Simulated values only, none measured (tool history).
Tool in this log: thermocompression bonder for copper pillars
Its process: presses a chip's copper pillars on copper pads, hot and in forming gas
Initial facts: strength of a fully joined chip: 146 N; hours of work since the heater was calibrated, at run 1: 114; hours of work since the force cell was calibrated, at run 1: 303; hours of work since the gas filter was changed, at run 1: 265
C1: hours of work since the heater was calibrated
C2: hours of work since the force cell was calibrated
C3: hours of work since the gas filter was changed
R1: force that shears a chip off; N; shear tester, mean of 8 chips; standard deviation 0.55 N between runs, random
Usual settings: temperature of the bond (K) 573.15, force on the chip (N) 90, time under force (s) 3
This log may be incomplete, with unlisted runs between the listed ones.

{"run": 1, "hour": 0.0, "temperature of the bond (K)": 573.15, "force on the chip (N)": 90, "time under force (s)": 3, "C1": 114, "C2": 303, "C3": 265, "R1": 78.8}
{"run": 2, "hour": 11.2, "temperature of the bond (K)": 573.15, "force on the chip (N)": 90, "time under force (s)": 3, "C1": 122, "C2": 311, "C3": 273, "R1": 79.1}
{"run": 3, "hour": 22.6, "temperature of the bond (K)": 573.15, "force on the chip (N)": 132, "time under force (s)": 3, "C1": 130, "C2": 319, "C3": 281, "R1": 93.9}
{"run": 4, "hour": 31.2, "temperature of the bond (K)": 573.15, "force on the chip (N)": 132, "time under force (s)": 3, "C1": 137, "C2": 326, "C3": 288, "R1": 94.2}
{"run": 5, "hour": 38.4, "temperature of the bond (K)": 573.15, "force on the chip (N)": 132, "time under force (s)": 3, "C1": 142, "C2": 331, "C3": 293, "R1": 94.3}
{"hour": 39.9, "done": "forming gas filter changed"}
{"run": 6, "hour": 45.7, "temperature of the bond (K)": 573.15, "force on the chip (N)": 132, "time under force (s)": 3, "C1": 147, "C2": 336, "C3": 4, "R1": 103}
{"run": 7, "hour": 51.7, "temperature of the bond (K)": 573.15, "force on the chip (N)": 132, "time under force (s)": 3, "C1": 151, "C2": 341, "C3": 9, "R1": 104.7}
{"run": 8, "hour": 63.3, "temperature of the bond (K)": 573.15, "force on the chip (N)": 132, "time under force (s)": 3, "C1": 160, "C2": 349, "C3": 17, "R1": 103.5}
{"run": 9, "hour": 69.2, "temperature of the bond (K)": 575.15, "force on the chip (N)": 132, "time under force (s)": 3, "C1": 164, "C2": 353, "C3": 22, "R1": 105.7}
{"run": 10, "hour": 78.3, "temperature of the bond (K)": 575.15, "force on the chip (N)": 132, "time under force (s)": 3, "C1": 171, "C2": 360, "C3": 28, "R1": 104.9}
{"run": 11, "hour": 88.6, "temperature of the bond (K)": 570.15, "force on the chip (N)": 85, "time under force (s)": 7, "C1": 179, "C2": 368, "C3": 36, "R1": 103.6}
{"run": 12, "hour": 96.9, "temperature of the bond (K)": 570.15, "force on the chip (N)": 108, "time under force (s)": 6, "C1": 185, "C2": 374, "C3": 42, "R1": 109.9}
{"run": 13, "hour": 105.3, "temperature of the bond (K)": 570.15, "force on the chip (N)": 108, "time under force (s)": 6, "C1": 191, "C2": 380, "C3": 48, "R1": 109.8}
{"run": 14, "hour": 111.8, "temperature of the bond (K)": 544.15, "force on the chip (N)": 71, "time under force (s)": 7, "C1": 196, "C2": 385, "C3": 53, "R1": 75.1}
{"run": 15, "hour": 117.3, "temperature of the bond (K)": 570.15, "force on the chip (N)": 77, "time under force (s)": 9, "C1": 200, "C2": 389, "C3": 57, "R1": 105.1}
{"run": 16, "hour": 123.6, "temperature of the bond (K)": 562.15, "force on the chip (N)": 62, "time under force (s)": 2, "C1": 204, "C2": 394, "C3": 62, "R1": 53.8}
{"run": 17, "hour": 136.0, "temperature of the bond (K)": 557.15, "force on the chip (N)": 88, "time under force (s)": 3, "C1": 214, "C2": 403, "C3": 71, "R1": 72.6}
{"run": 18, "hour": 146.1, "temperature of the bond (K)": 557.15, "force on the chip (N)": 88, "time under force (s)": 3, "C1": 221, "C2": 410, "C3": 78, "R1": 72.8}
{"run": 19, "hour": 152.0, "temperature of the bond (K)": 557.15, "force on the chip (N)": 88, "time under force (s)": 3, "C1": 225, "C2": 415, "C3": 83, "R1": 72}
{"run": 20, "hour": 162.3, "temperature of the bond (K)": 585.15, "force on the chip (N)": 90, "time under force (s)": 7, "C1": 233, "C2": 422, "C3": 90, "R1": 113.9}

Across each entry between runs, compare the hidden state at the last listed run before it with the hidden state at the first listed run after it:
Runs 5 to 6: forming gas filter changed (hour 39.9)
  true temperature of the bond over the reading, C: 0 -> 0.1; force that reaches the chip, % of what is set: 101.8 -> 101.9; oxide that the forming gas leaves, % of the face: 10.96 -> 0.75
  what was measured, less what the result would be without the hidden state, R1: -10.2 -> +0.6 N
